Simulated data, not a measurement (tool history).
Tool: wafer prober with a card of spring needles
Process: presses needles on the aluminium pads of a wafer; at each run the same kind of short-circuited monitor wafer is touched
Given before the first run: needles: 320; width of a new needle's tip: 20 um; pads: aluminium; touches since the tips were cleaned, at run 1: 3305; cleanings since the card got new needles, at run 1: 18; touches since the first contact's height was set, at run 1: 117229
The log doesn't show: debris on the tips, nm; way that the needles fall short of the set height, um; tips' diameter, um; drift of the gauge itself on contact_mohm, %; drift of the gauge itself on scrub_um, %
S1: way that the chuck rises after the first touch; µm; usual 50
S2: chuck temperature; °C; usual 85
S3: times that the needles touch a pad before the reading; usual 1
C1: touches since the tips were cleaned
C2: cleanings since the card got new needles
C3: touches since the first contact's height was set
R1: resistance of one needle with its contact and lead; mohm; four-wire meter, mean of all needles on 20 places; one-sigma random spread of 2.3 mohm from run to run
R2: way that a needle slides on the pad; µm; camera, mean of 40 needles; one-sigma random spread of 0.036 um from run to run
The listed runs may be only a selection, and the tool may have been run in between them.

| run | hour | S1 | S2 | S3 | C1 | C2 | C3 | R1 | R2 |
|---|---|---|---|---|---|---|---|---|---|
| 1 | 0 | 50 | 85 | 1 | 3305 | 18 | 117229 | 258 | 8.42 |
|  | 4.6 | tips cleaned on abrasive film |
|  | 15.9 | tips cleaned on abrasive film |
|  | 27.2 | tips cleaned on abrasive film |
|  | 38.5 | tips cleaned on abrasive film |
|  | 48.5 | tips cleaned on abrasive film |
| 2 | 48.5 | 50 | 85 | 1 | 0 | 23 | 146807 | 263 | 8.42 |
|  | 57.5 | tips cleaned on abrasive film |
|  | 68.8 | tips cleaned on abrasive film |
|  | 80.1 | tips cleaned on abrasive film |
|  | 91.4 | tips cleaned on abrasive film |
|  | 100.5 | tips cleaned on abrasive film |
|  | 111.8 | tips cleaned on abrasive film |
| 3 | 114.5 | 50 | 42 | 1 | 1650 | 29 | 187120 | 246 | 8.4 |
|  | 121.3 | tips cleaned on abrasive film |
|  | 130.3 | tips cleaned on abrasive film |
|  | 141.6 | tips cleaned on abrasive film |
|  | 152.6 | tips cleaned on abrasive film |
| 4 | 152.6 | 50 | 42 | 1 | 0 | 33 | 210372 | 246 | 8.49 |
|  | 157.3 | height of the first contact set anew |
|  | 161.9 | tips cleaned on abrasive film |
|  | 173.2 | tips cleaned on abrasive film |
|  | 184.5 | tips cleaned on abrasive film |
|  | 193.6 | tips cleaned on abrasive film |
|  | 204.9 | tips cleaned on abrasive film |
| 5 | 207.7 | 50 | 42 | 1 | 1735 | 38 | 30732 | 247 | 8.4 |
|  | 214.5 | tips cleaned on abrasive film |
|  | 225.8 | tips cleaned on abrasive film |
|  | 237.1 | tips cleaned on abrasive film |
|  | 248.4 | tips cleaned on abrasive film |
| 6 | 256.1 | 50 | 42 | 1 | 4737 | 42 | 60323 | 245 | 8.49 |
|  | 258.4 | tips cleaned on abrasive film |
|  | 269.7 | tips cleaned on abrasive film |
|  | 281 | tips cleaned on abrasive film |
|  | 292.3 | tips cleaned on abrasive film |
| 7 | 298.9 | 68 | 85 | 1 | 4055 | 46 | 86470 | 246 | 11.55 |
|  | 303.5 | tips cleaned on abrasive film |
|  | 314.8 | tips cleaned on abrasive film |
|  | 326.1 | tips cleaned on abrasive film |
|  | 335.1 | tips cleaned on abrasive film |
|  | 346.4 | tips cleaned on abrasive film |
|  | 357.7 | tips cleaned on abrasive film |
| 8 | 357.9 | 68 | 85 | 1 | 89 | 52 | 122459 | 248 | 11.47 |
|  | 366.9 | tips cleaned on abrasive film |
|  | 378.2 | tips cleaned on abrasive film |
|  | 389.5 | tips cleaned on abrasive film |
|  | 400.8 | tips cleaned on abrasive film |
|  | 409.9 | tips cleaned on abrasive film |
|  | 421.2 | tips cleaned on abrasive film |
| 9 | 427.6 | 68 | 85 | 1 | 4001 | 58 | 165119 | 251 | 11.5 |
|  | 432.2 | tips cleaned on abrasive film |
|  | 443.5 | tips cleaned on abrasive film |
|  | 454.8 | tips cleaned on abrasive film |
|  | 466.1 | tips cleaned on abrasive film |
|  | 477.4 | tips cleaned on abrasive film |
|  | 488.7 | tips cleaned on abrasive film |
| 10 | 489.8 | 50 | 85 | 2 | 660 | 64 | 203059 | 261 | 8.49 |
|  | 498.8 | tips cleaned on abrasive film |
|  | 508.1 | height of the first contact set anew |
|  | 510.4 | tips cleaned on abrasive film |
|  | 521.7 | tips cleaned on abrasive film |
|  | 533 | tips cleaned on abrasive film |
| 11 | 540.6 | 50 | 85 | 2 | 4660 | 68 | 19849 | 262 | 8.46 |
|  | 542.9 | tips cleaned on abrasive film |
|  | 554.2 | tips cleaned on abrasive film |
|  | 565.5 | tips cleaned on abrasive film |
|  | 574.6 | tips cleaned on abrasive film |
|  | 585.9 | tips cleaned on abrasive film |
|  | 597.2 | tips cleaned on abrasive film |
| 12 | 603.2 | 50 | 85 | 3 | 3701 | 74 | 58070 | 258 | 8.5 |
|  | 607.8 | tips cleaned on abrasive film |
|  | 616.8 | tips cleaned on abrasive film |
|  | 628.1 | tips cleaned on abrasive film |
|  | 639.4 | tips cleaned on abrasive film |
|  | 650 | tips cleaned on abrasive film |
| 13 | 650 | 50 | 85 | 3 | 0 | 79 | 86659 | 258 | 8.48 |
|  | 661.3 | tips cleaned on abrasive film |
|  | 672.6 | tips cleaned on abrasive film |
|  | 683.9 | tips cleaned on abrasive film |
|  | 695.2 | tips cleaned on abrasive film |
| 14 | 695.3 | 38 | 30 | 3 | 68 | 83 | 114342 | 252 | 6.38 |
|  | 704.4 | tips cleaned on abrasive film |
|  | 715.7 | tips cleaned on abrasive film |
|  | 727 | tips cleaned on abrasive film |
|  | 738.3 | tips cleaned on abrasive film |
| 15 | 746.5 | 57 | 30 | 2 | 5059 | 87 | 145631 | 239 | 9.72 |
|  | 748.8 | tips cleaned on abrasive film |
|  | 757.9 | tips cleaned on abrasive film |
|  | 769.2 | tips cleaned on abrasive film |
|  | 778.2 | tips cleaned on abrasive film |
|  | 789.5 | tips cleaned on abrasive film |
| 16 | 790.3 | 50 | 31 | 1 | 441 | 92 | 172307 | 240 | 8.52 |
|  | 799.3 | tips cleaned on abrasive film |
|  | 808.4 | tips cleaned on abrasive film |
|  | 819.7 | tips cleaned on abrasive film |
|  | 831 | tips cleaned on abrasive film |
|  | 842.3 | tips cleaned on abrasive film |
| 17 | 851.1 | 37 | 31 | 2 | 5440 | 97 | 209505 | 249 | 6.33 |
|  | 853.4 | tips cleaned on abrasive film |
|  | 858.2 | height of the first contact set anew |
|  | 862.8 | tips cleaned on abrasive film |
|  | 874.1 | tips cleaned on abrasive film |
|  | 885.4 | tips cleaned on abrasive film |
|  | 894.4 | tips cleaned on abrasive film |
| 18 | 898.1 | 37 | 31 | 2 | 2289 | 102 | 24382 | 252 | 6.36 |
|  | 905 | tips cleaned on abrasive film |
|  | 916.3 | tips cleaned on abrasive film |
|  | 927.6 | tips cleaned on abrasive film |
|  | 938.9 | tips cleaned on abrasive film |
| 19 | 947.4 | 39 | 50 | 3 | 5297 | 106 | 54533 | 250 | 6.66 |
|  | 949.8 | tips cleaned on abrasive film |
|  | 961.1 | tips cleaned on abrasive film |
|  | 972.4 | tips cleaned on abrasive film |
|  | 983.7 | tips cleaned on abrasive film |
| 20 | 985.6 | 50 | 83 | 2 | 1168 | 110 | 77793 | 257 | 8.55 |
|  | 994.6 | tips cleaned on abrasive film |
|  | 1005.9 | tips cleaned on abrasive film |
|  | 1017.2 | tips cleaned on abrasive film |
|  | 1028.5 | tips cleaned on abrasive film |
|  | 1037.6 | tips cleaned on abrasive film |
|  | 1048.9 | tips cleaned on abrasive film |
| 21 | 1055.8 | 39 | 85 | 1 | 4257 | 116 | 120713 | 266 | 6.66 |
|  | 1058.1 | tips cleaned on abrasive film |
|  | 1069.4 | tips cleaned on abrasive film |
|  | 1080.7 | tips cleaned on abrasive film |
|  | 1089.8 | tips cleaned on abrasive film |
|  | 1101.1 | tips cleaned on abrasive film |
|  | 1110.1 | tips cleaned on abrasive film |
| 22 | 1112.3 | 56 | 32 | 3 | 1367 | 122 | 155221 | 240 | 9.52 |
|  | 1121.4 | tips cleaned on abrasive film |
|  | 1132.7 | tips cleaned on abrasive film |
|  | 1144 | tips cleaned on abrasive film |
|  | 1153.1 | tips cleaned on abrasive film |
|  | 1164.4 | tips cleaned on abrasive film |
| 23 | 1171.8 | 56 | 32 | 3 | 4578 | 127 | 191558 | 239 | 9.58 |
|  | 1174.1 | tips cleaned on abrasive film |
|  | 1185.4 | tips cleaned on abrasive film |
|  | 1196.7 | tips cleaned on abrasive film |
|  | 1208 | tips cleaned on abrasive film |
|  | 1208.3 | height of the first contact set anew |
| 24 | 1210.8 | 60 | 72 | 1 | 1558 | 131 | 1558 | 248 | 10.31 |
|  | 1217.7 | tips cleaned on abrasive film |
|  | 1229 | tips cleaned on abrasive film |
|  | 1240.3 | tips cleaned on abrasive film |
|  | 1251.6 | tips cleaned on abrasive film |
|  | 1262.9 | tips cleaned on abrasive film |
| 25 | 1268.3 | 41 | 49 | 1 | 3385 | 136 | 36704 | 256 | 7.11 |

Alternative continuations, all from the tool just after run 25; predict every row:
|  | 1272.9 | tips cleaned on abrasive film |
|  | 1282 | tips cleaned on abrasive film |
|  | 1293.3 | tips cleaned on abrasive film |
|  | 1304.6 | tips cleaned on abrasive film |
|  | 1315.9 | tips cleaned on abrasive film |
|  | 1327.2 | tips cleaned on abrasive film |
| A | 1334 | 70 | 29 | 1 | 4189 | 142 | 76795 | ? | ? |
|  | 1272.9 | tips cleaned on abrasive film |
|  | 1282 | tips cleaned on abrasive film |
|  | 1293.3 | tips cleaned on abrasive film |
|  | 1304.6 | tips cleaned on abrasive film |
|  | 1315.9 | tips cleaned on abrasive film |
|  | 1327.2 | tips cleaned on abrasive film |
| B | 1334 | 40 | 49 | 1 | 4189 | 142 | 76795 | ? | ? |
|  | 1272.9 | tips cleaned on abrasive film |
|  | 1282 | tips cleaned on abrasive film |
|  | 1293.3 | tips cleaned on abrasive film |
|  | 1304.6 | tips cleaned on abrasive film |
|  | 1315.9 | tips cleaned on abrasive film |
|  | 1327.2 | tips cleaned on abrasive film |
| C | 1334 | 41 | 49 | 1 | 4189 | 142 | 76795 | ? | ? |

| run | R1 | R2 |
|---|---|---|
| A | 232 | 11.97 |
| B | 252 | 6.82 |
| C | 250 | 7.09 |
What these runs would have given with no unlogged condition in the tool:
| run | R1 | R2 |
|---|---|---|
| A | 232 | 11.75 |
| B | 251 | 6.69 |
| C | 249 | 6.96 |
